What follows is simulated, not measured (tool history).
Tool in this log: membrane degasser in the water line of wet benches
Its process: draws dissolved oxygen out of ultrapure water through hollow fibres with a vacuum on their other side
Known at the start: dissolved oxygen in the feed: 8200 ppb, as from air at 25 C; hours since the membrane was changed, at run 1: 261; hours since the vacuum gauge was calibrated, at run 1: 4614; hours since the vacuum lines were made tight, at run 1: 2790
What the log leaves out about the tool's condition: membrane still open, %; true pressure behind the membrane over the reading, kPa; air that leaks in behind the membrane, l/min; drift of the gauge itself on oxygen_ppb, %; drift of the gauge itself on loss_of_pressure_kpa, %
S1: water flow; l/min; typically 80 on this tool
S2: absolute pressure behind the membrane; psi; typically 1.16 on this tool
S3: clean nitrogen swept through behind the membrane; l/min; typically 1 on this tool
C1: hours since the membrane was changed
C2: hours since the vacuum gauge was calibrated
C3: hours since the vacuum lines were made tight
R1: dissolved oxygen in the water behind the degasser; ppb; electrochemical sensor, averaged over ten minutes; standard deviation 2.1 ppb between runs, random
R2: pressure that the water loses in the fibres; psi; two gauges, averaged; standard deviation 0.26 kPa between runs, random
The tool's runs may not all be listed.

| run | hour | S1 | S2 | S3 | C1 | C2 | C3 | R1 | R2 |
|---|---|---|---|---|---|---|---|---|---|
| 1 | 0 | 80 | 1.16 | 1 | 261 | 4614 | 2790 | 639.8 | 9.976 |
| 2 | 61.3 | 80 | 1.738 | 1 | 322 | 4675 | 2851 | 1090.9 | 10.012 |
| 3 | 130.2 | 80 | 1.738 | 1 | 391 | 4744 | 2920 | 1094.5 | 9.989 |
| 4 | 178.9 | 80 | 1.738 | 1 | 440 | 4793 | 2969 | 1099.8 | 10.066 |
| 5 | 220.7 | 80 | 1.738 | 1 | 482 | 4835 | 3010 | 1097.4 | 10 |
| 6 | 271.1 | 80 | 1.16 | 1 | 532 | 4885 | 3061 | 644.4 | 10.028 |
| 7 | 307.4 | 80 | 1.16 | 1 | 568 | 4921 | 3097 | 646.9 | 10.024 |
| 8 | 359.8 | 80 | 1.16 | 1 | 621 | 4974 | 3149 | 642.4 | 10.015 |
| 9 | 406.2 | 80 | 1.16 | 1 | 667 | 5020 | 3196 | 644.8 | 10.145 |
| 10 | 461.3 | 80 | 1.16 | 1 | 722 | 5075 | 3251 | 643.5 | 10.116 |
| 11 | 531.8 | 80 | 1.16 | 1 | 793 | 5146 | 3321 | 641.8 | 10.042 |
|  | 541.2 | vacuum gauge calibrated |
| 12 | 595 | 80 | 1.16 | 1 | 855 | 54 | 3384 | 606.1 | 10.028 |
| 13 | 643.9 | 80 | 1.16 | 1 | 904 | 103 | 3433 | 607.7 | 10.115 |
| 14 | 686.9 | 80 | 1.16 | 1 | 947 | 146 | 3476 | 608.5 | 10.053 |
| 15 | 742.3 | 64 | 1.16 | 1 | 1003 | 201 | 3531 | 525.3 | 8.044 |
| 16 | 797.4 | 69 | 1.16 | 1.86 | 1058 | 256 | 3587 | 350.5 | 8.744 |
| 17 | 863.3 | 98 | 1.141 | 1 | 1124 | 322 | 3652 | 672.9 | 12.301 |
| 18 | 938.4 | 98 | 1.271 | 1.25 | 1199 | 397 | 3728 | 693.3 | 12.466 |
| 19 | 998.5 | 60 | 0.831 | 0.92 | 1259 | 457 | 3788 | 286.6 | 7.607 |
| 20 | 1054.8 | 60 | 0.831 | 0.41 | 1315 | 514 | 3844 | 467.1 | 7.601 |
| 21 | 1125.7 | 87 | 1.778 | 1 | 1386 | 584 | 3915 | 1160.2 | 10.958 |
| 22 | 1168.2 | 80 | 1.495 | 1 | 1428 | 627 | 3957 | 880.7 | 10.082 |
| 23 | 1238 | 80 | 0.731 | 0.4 | 1498 | 697 | 4027 | 398.3 | 10.034 |
| 24 | 1308 | 80 | 0.731 | 0.4 | 1568 | 767 | 4097 | 398.9 | 10.042 |
| 25 | 1378.3 | 117 | 1.16 | 0.51 | 1639 | 837 | 4167 | 1066.5 | 14.731 |
| 26 | 1423.7 | 117 | 1.16 | 0.51 | 1684 | 882 | 4213 | 1067.1 | 14.843 |
| 27 | 1474.5 | 117 | 1.16 | 0.51 | 1735 | 933 | 4264 | 1069.1 | 14.739 |

5 ways to go on from here, each from the tool as it stands after run 27. What would each give?
| A | 1536.2 | 111 | 1.16 | 1.05 | 1796 | 995 | 4325 | ? | ? |
| B | 1536.2 | 117 | 1.16 | 0.92 | 1796 | 995 | 4325 | ? | ? |
| C | 1536.2 | 106 | 1.072 | 1.24 | 1796 | 995 | 4325 | ? | ? |
| D | 1536.2 | 110 | 0.708 | 0.66 | 1796 | 995 | 4325 | ? | ? |
| E | 1536.2 | 60 | 1.16 | 0.5 | 1796 | 995 | 4325 | ? | ? |

| run | R1 | R2 |
|---|---|---|
| A | 726 | 14.07 |
| B | 803.8 | 14.772 |
| C | 560.5 | 13.47 |
| D | 341.3 | 13.842 |
| E | 771 | 7.577 |
Stripped of hidden state, with their random variation kept, the same runs would have yielded:
| run | R1 | R2 |
|---|---|---|
| A | 724.7 | 13.935 |
| B | 802.8 | 14.631 |
| C | 558.7 | 13.341 |
| D | 338.5 | 13.71 |
| E | 772.2 | 7.506 |
